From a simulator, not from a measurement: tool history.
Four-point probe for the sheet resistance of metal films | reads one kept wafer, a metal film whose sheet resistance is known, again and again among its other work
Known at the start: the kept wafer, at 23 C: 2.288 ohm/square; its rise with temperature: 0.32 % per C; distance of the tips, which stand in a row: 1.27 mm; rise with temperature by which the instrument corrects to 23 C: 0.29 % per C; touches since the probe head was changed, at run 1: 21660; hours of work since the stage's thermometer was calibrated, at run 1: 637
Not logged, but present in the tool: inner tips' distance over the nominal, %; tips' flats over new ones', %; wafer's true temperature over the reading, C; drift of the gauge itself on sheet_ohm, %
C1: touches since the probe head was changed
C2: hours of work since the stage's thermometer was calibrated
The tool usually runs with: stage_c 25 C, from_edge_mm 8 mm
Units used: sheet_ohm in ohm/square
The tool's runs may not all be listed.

run 1 hour=0.0 | stage_c=25 from_edge_mm=8 | C1=21660 C2=637 | sheet_ohm=2.320754
run 2 hour=14.9 | stage_c=25 from_edge_mm=8 | C1=22260 C2=649 | sheet_ohm=2.319848
run 3 hour=29.5 | stage_c=25 from_edge_mm=8 | C1=22847 C2=660 | sheet_ohm=2.320661
run 4 hour=47.9 | stage_c=28 from_edge_mm=8 | C1=23586 C2=675 | sheet_ohm=2.322559
run 5 hour=67.9 | stage_c=21 from_edge_mm=8 | C1=24389 C2=691 | sheet_ohm=2.317230
run 6 hour=91.4 | stage_c=25 from_edge_mm=16 | C1=25334 C2=710 | sheet_ohm=2.297316
run 7 hour=115.0 | stage_c=25 from_edge_mm=16 | C1=26281 C2=728 | sheet_ohm=2.297093
run 8 hour=126.2 | stage_c=25 from_edge_mm=5 | C1=26731 C2=737 | sheet_ohm=2.366612
run 9 hour=139.6 | stage_c=25 from_edge_mm=5 | C1=27270 C2=748 | sheet_ohm=2.366498
run 10 hour=149.5 | stage_c=22 from_edge_mm=8 | C1=27670 C2=756 | sheet_ohm=2.318305
run 11 hour=162.5 | stage_c=32 from_edge_mm=6 | C1=28191 C2=766 | sheet_ohm=2.348837
run 12 hour=183.1 | stage_c=19 from_edge_mm=6 | C1=29018 C2=782 | sheet_ohm=2.340073
run 13 hour=200.8 | stage_c=19 from_edge_mm=6 | C1=29729 C2=796 | sheet_ohm=2.339978
run 14 hour=217.8 | stage_c=26 from_edge_mm=3 | C1=30412 C2=810 | sheet_ohm=2.490225
run 15 hour=229.3 | stage_c=24 from_edge_mm=9 | C1=30875 C2=819 | sheet_ohm=2.313833
run 16 hour=245.1 | stage_c=24 from_edge_mm=9 | C1=31511 C2=832 | sheet_ohm=2.313460
run 17 hour=262.6 | stage_c=20 from_edge_mm=62 | C1=32215 C2=846 | sheet_ohm=2.286636
run 18 hour=284.1 | stage_c=24 from_edge_mm=8 | C1=33078 C2=863 | sheet_ohm=2.319600
run 19 hour=297.3 | stage_c=25 from_edge_mm=19 | C1=33609 C2=873 | sheet_ohm=2.294496
run 20 hour=313.6 | stage_c=25 from_edge_mm=19 | C1=34264 C2=886 | sheet_ohm=2.295566

Below are 4 alternative next runs, each starting from the tool's condition after run 20. Predict each:
run A hour=330.7 | stage_c=25 from_edge_mm=35 | C1=34951 C2=900 | sheet_ohm=?
run B hour=330.7 | stage_c=26 from_edge_mm=3 | C1=34951 C2=900 | sheet_ohm=?
run C hour=330.7 | stage_c=22 from_edge_mm=4 | C1=34951 C2=900 | sheet_ohm=?
run D hour=330.7 | stage_c=25 from_edge_mm=25 | C1=34951 C2=900 | sheet_ohm=?

run=A sheet_ohm=2.291373
run=B sheet_ohm=2.490246
run=C sheet_ohm=2.404155
run=D sheet_ohm=2.292897
The same runs, with their run-to-run variation unchanged, on a tool lacking any hidden condition would have given:
run=A sheet_ohm=2.291184
run=B sheet_ohm=2.490041
run=C sheet_ohm=2.403957
run=D sheet_ohm=2.292707
